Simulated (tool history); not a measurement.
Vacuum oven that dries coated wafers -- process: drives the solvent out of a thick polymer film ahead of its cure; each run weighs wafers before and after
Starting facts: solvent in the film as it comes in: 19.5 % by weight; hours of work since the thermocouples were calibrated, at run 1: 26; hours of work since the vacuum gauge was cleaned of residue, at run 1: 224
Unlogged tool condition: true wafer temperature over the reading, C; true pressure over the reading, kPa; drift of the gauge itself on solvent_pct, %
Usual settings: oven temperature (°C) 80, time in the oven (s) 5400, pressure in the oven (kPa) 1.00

run,hour,oven temperature (°C),time in the oven (s),pressure in the oven (kPa),hours of work since the thermocouples were calibrated,hours of work since the vacuum gauge was cleaned of residue,solvent left in the film (%)
1,0.0,80,5400,1.00,26,224,1.26
2,58.9,80,4320,1.00,72,270,1.85
3,94.8,80,4320,1.00,100,298,1.86
4,143.4,80,4320,1.29,138,336,2.05
5,207.4,80,4320,1.29,188,386,2.04
6,275.0,80,4320,1.29,241,439,1.95
7,345.6,80,4320,1.29,297,494,2.04
8,397.9,80,4320,1.29,338,535,2.11
9,439.2,80,5400,2.97,370,567,2.68
10,473.1,80,5400,2.97,396,594,2.71
11,522.7,80,5400,2.97,435,633,2.72
12,582.2,80,5400,2.97,482,679,2.69
13,636.4,80,5400,1.00,524,722,1.25
14,674.0,80,5400,1.00,554,751,1.36
15,706.4,87,4320,1.03,579,777,1.06
16,738.9,78,5400,1.00,604,802,1.55
17,780.2,90,2940,0.82,637,834,1.43
18,816.3,91,5280,0.83,665,863,0.52
19,863.1,91,5280,0.83,702,899,0.53
20,913.2,91,2760,0.83,741,938,1.51
21,955.2,93,3960,1.00,774,971,0.67
22,1024.5,93,7800,3.21,828,1026,1.50
# hour 1060.6: oven's thermocouples calibrated
23,1093.4,87,7500,0.95,26,1078,0.53

Expected results for the next run?
24,1151.7,78,4680,0.69,71,1124,?

For run 24 the tool returned solvent left in the film (%) 1.73.
Were there no unlogged condition in the tool, this run, its random variation unchanged, would have produced solvent left in the film (%) 1.72.
